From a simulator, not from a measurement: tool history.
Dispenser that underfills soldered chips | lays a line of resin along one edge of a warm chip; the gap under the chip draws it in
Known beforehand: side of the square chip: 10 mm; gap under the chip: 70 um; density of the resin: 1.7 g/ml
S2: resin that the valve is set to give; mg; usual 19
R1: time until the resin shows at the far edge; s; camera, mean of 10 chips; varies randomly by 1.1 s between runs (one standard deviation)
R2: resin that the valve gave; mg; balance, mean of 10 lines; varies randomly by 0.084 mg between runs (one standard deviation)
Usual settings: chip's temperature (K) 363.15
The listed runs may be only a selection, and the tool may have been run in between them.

Run 1, hour 0: usual settings. Result: R1 140.7 s, R2 18.79 mg.
At hour 8.8: new syringe of resin.
Run 2, hour 11.2: usual settings but chip's temperature (K) 370.15. Result: R1 87.7 s, R2 18.65 mg.
Run 3, hour 23.1: usual settings but chip's temperature (K) 370.15, S2 16.9 mg. Result: R1 147.8 s, R2 16.67 mg.
At hour 25.9: new syringe of resin.
Run 4, hour 36.4: usual settings but chip's temperature (K) 370.15, S2 16.9 mg. Result: R1 127.7 s, R2 16.43 mg.
At hour 43.2: new syringe of resin.
Run 5, hour 45.8: usual settings but chip's temperature (K) 370.15, S2 16.9 mg. Result: R1 94.7 s, R2 16.45 mg.
Run 6, hour 57.3: usual settings but chip's temperature (K) 370.15, S2 16.9 mg. Result: R1 145.2 s, R2 16.44 mg.
At hour 60.5: dispensing valve cleaned and set on the balance.
At hour 61.7: new syringe of resin.
Run 7, hour 69.3: usual settings but chip's temperature (K) 370.15, S2 16.9 mg. Result: R1 113.4 s, R2 17.01 mg.
At hour 78.6: new syringe of resin.
Run 8, hour 82.9: usual settings but chip's temperature (K) 370.15, S2 16.9 mg. Result: R1 95.6 s, R2 16.76 mg.
Run 9, hour 94.7: usual settings. Result: R1 190.2 s, R2 19 mg.
At hour 96.1: new syringe of resin.
Run 10, hour 100.9: usual settings but chip's temperature (K) 369.15. Result: R1 102.9 s, R2 18.75 mg.
Run 11, hour 112.2: usual settings but chip's temperature (K) 369.15. Result: R1 159.8 s, R2 18.78 mg.
At hour 113.6: new syringe of resin.
Run 12, hour 124.8: usual settings but chip's temperature (K) 369.15. Result: R1 130.9 s, R2 18.81 mg.
At hour 130.7: new syringe of resin.
Run 13, hour 134.5: usual settings but chip's temperature (K) 369.15. Result: R1 93.2 s, R2 18.7 mg.
Run 14, hour 144.8: usual settings but chip's temperature (K) 369.15. Result: R1 141 s, R2 18.67 mg.
At hour 148.1: new syringe of resin.
Run 15, hour 152.1: usual settings but chip's temperature (K) 369.15. Result: R1 100.1 s, R2 18.55 mg.
Run 16, hour 161.3: usual settings but chip's temperature (K) 369.15. Result: R1 142.4 s, R2 18.53 mg.
At hour 164.7: dispensing valve cleaned and set on the balance.
At hour 166.4: new syringe of resin.
Run 17, hour 175.7: usual settings but chip's temperature (K) 368.15, S2 23.5 mg. Result: R1 120.7 s, R2 23.5 mg.

Forecast run 18:
Run 18, hour 182.4: usual settings but chip's temperature (K) 368.15, S2 18.6 mg. Result: R1 ?, R2 ?.

Run 18 produced R1 160.8 s, R2 18.65 mg.
With the hidden condition absent and the run-to-run variation left alone, this run would have shown R1 88.6 s, R2 18.7 mg.

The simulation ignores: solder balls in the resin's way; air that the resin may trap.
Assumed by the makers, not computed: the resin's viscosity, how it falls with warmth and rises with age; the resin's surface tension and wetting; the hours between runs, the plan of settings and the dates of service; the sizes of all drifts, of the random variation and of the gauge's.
